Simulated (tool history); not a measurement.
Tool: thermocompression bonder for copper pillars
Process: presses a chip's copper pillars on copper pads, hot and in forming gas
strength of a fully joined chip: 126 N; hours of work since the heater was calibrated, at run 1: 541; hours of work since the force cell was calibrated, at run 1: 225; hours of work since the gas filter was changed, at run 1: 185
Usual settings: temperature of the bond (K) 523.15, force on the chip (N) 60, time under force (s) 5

| run | hour | temperature of the bond (K) | force on the chip (N) | time under force (s) | hours of work since the heater was calibrated | hours of work since the force cell was calibrated | hours of work since the gas filter was changed | force that shears a chip off (N) |
|---|---|---|---|---|---|---|---|---|
| 1 | 0.0 | 523.15 | 60 | 5 | 541 | 225 | 185 | 55.0 |
| 2 | 12.4 | 523.15 | 60 | 5 | 546 | 230 | 190 | 56.3 |
| 3 | 25.1 | 523.15 | 60 | 4 | 551 | 235 | 195 | 51.2 |
| 4 | 39.7 | 521.15 | 60 | 4 | 557 | 241 | 201 | 49.9 |
| 5 | 48.6 | 521.15 | 60 | 4 | 561 | 245 | 204 | 48.0 |
| 6 | 62.4 | 521.15 | 60 | 4 | 566 | 250 | 210 | 48.6 |
| 7 | 72.6 | 521.15 | 60 | 4 | 571 | 254 | 214 | 49.0 |
| 8 | 80.0 | 521.15 | 60 | 4 | 574 | 257 | 217 | 48.4 |
| 9 | 93.1 | 523.15 | 60 | 5 | 579 | 263 | 222 | 54.9 |
| 10 | 101.1 | 523.15 | 60 | 5 | 582 | 266 | 226 | 53.0 |
| 11 | 110.4 | 523.15 | 42 | 5 | 586 | 270 | 229 | 38.4 |
| 12 | 123.5 | 523.15 | 42 | 5 | 591 | 275 | 235 | 39.7 |
| 13 | 133.5 | 523.15 | 42 | 5 | 595 | 279 | 239 | 38.3 |
| 14 | 141.9 | 523.15 | 42 | 5 | 599 | 282 | 242 | 38.9 |
| 15 | 153.2 | 523.15 | 42 | 5 | 603 | 287 | 247 | 38.9 |
| 16 | 162.0 | 523.15 | 42 | 5 | 607 | 291 | 250 | 39.8 |
| 17 | 173.4 | 523.15 | 60 | 13 | 611 | 295 | 255 | 71.5 |
| 18 | 188.0 | 523.15 | 60 | 5 | 617 | 301 | 261 | 52.7 |
| 19 | 201.8 | 505.15 | 51 | 13 | 623 | 307 | 266 | 49.5 |
| 20 | 215.2 | 523.15 | 60 | 8 | 628 | 312 | 272 | 61.8 |
| 21 | 228.2 | 523.15 | 60 | 8 | 633 | 317 | 277 | 62.1 |
| 22 | 235.9 | 509.15 | 50 | 11 | 637 | 321 | 280 | 48.3 |
| 23 | 247.2 | 524.15 | 49 | 6 | 641 | 325 | 285 | 48.6 |
| 24 | 257.2 | 524.15 | 49 | 6 | 645 | 329 | 289 | 49.4 |
| 25 | 263.9 | 524.15 | 49 | 6 | 648 | 332 | 291 | 48.9 |
| 26 | 274.0 | 499.15 | 38 | 3 | 652 | 336 | 295 | 18.2 |
| 27 | 283.7 | 540.15 | 73 | 5 | 656 | 340 | 299 | 73.6 |
| 28 | 291.0 | 540.15 | 73 | 5 | 659 | 343 | 302 | 73.9 |
| 29 | 300.4 | 526.15 | 60 | 8 | 663 | 347 | 306 | 63.4 |
| 30 | 313.9 | 523.15 | 78 | 5 | 668 | 352 | 312 | 63.9 |
| 31 | 328.0 | 523.15 | 78 | 5 | 674 | 358 | 317 | 64.4 |
| 32 | 335.5 | 529.15 | 42 | 5 | 677 | 361 | 320 | 41.7 |
| 33 | 349.9 | 529.15 | 42 | 5 | 683 | 367 | 326 | 43.0 |
| 34 | 360.8 | 529.15 | 45 | 13 | 687 | 371 | 331 | 62.1 |
|  | 369.0 | forming gas filter changed |
| 35 | 370.5 | 529.15 | 77 | 13 | 691 | 375 | 1 | 96.9 |

3 ways to go on from here, each from the tool as it stands after run 35. What would each give?
| A | 380.6 | 523.15 | 49 | 5 | 695 | 379 | 5 | ? |
| B | 380.6 | 519.15 | 83 | 8 | 695 | 379 | 5 | ? |
| C | 380.6 | 542.15 | 66 | 4 | 695 | 379 | 5 | ? |

| run | force that shears a chip off (N) |
|---|---|
| A | 46.7 |
| B | 80.3 |
| C | 73.1 |
Without the tool's hidden state the same runs would have given:
| run | force that shears a chip off (N) |
|---|---|
| A | 50.3 |
| B | 84.7 |
| C | 77.1 |
